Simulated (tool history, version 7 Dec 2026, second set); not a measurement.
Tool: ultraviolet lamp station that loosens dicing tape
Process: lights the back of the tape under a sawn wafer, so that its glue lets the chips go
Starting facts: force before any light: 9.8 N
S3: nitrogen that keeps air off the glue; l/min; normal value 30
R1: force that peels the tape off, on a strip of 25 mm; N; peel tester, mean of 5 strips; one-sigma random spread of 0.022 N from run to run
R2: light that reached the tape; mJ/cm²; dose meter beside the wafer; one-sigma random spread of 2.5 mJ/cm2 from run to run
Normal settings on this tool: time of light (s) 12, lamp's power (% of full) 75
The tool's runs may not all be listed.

Run 1, hour 0: usual settings. Result: R1 1.131 N, R2 292 mJ/cm².
Run 2, hour 22.9: usual settings. Result: R1 1.156 N, R2 289 mJ/cm².
Run 3, hour 47.1: usual settings. Result: R1 1.146 N, R2 287 mJ/cm².
Run 4, hour 69.3: usual settings. Result: R1 1.148 N, R2 284 mJ/cm².
Run 5, hour 80.4: usual settings. Result: R1 1.127 N, R2 288 mJ/cm².
Run 6, hour 93.1: usual settings but S3 41 l/min. Result: R1 1.057 N, R2 284 mJ/cm².
Run 7, hour 111: usual settings. Result: R1 1.151 N, R2 285 mJ/cm².
Run 8, hour 130.2: usual settings but time of light (s) 7, lamp's power (% of full) 91, S3 46 l/min. Result: R1 1.852 N, R2 203 mJ/cm².
At hour 133: window cleaned of glue's vapour.
Run 9, hour 156.1: usual settings but time of light (s) 7, lamp's power (% of full) 92, S3 9 l/min. Result: R1 2.923 N, R2 208 mJ/cm².
Run 10, hour 180.8: usual settings but time of light (s) 7, lamp's power (% of full) 92, S3 9 l/min. Result: R1 2.971 N, R2 202 mJ/cm².
Run 11, hour 200.5: usual settings but time of light (s) 7, lamp's power (% of full) 92, S3 9 l/min. Result: R1 3.056 N, R2 201 mJ/cm².
Run 12, hour 216.4: usual settings but time of light (s) 7, lamp's power (% of full) 92, S3 9 l/min. Result: R1 2.873 N, R2 205 mJ/cm².
At hour 232.6: window cleaned of glue's vapour, once more.
Run 13, hour 237.7: usual settings but time of light (s) 7, lamp's power (% of full) 92, S3 9 l/min. Result: R1 2.926 N, R2 201 mJ/cm².

Predict each of these 3 candidate next runs independently; none follows another, all start after run 13:
Run A, hour 248.7: usual settings but time of light (s) 17, lamp's power (% of full) 83. Result: R1 ?, R2 ?.
Run B, hour 248.7: usual settings but time of light (s) 14, S3 34 l/min. Result: R1 ?, R2 ?.
Run C, hour 248.7: usual settings but time of light (s) 17, lamp's power (% of full) 71, S3 17 l/min. Result: R1 ?, R2 ?.

run     R1   R2
  A  0.478  439
  B  0.828  324
  C  0.818  373
With the hidden condition removed and each run's random variation left untouched, the same runs would have given:
run     R1   R2
  A  0.423  467
  B  0.728  345
  C  0.721  396
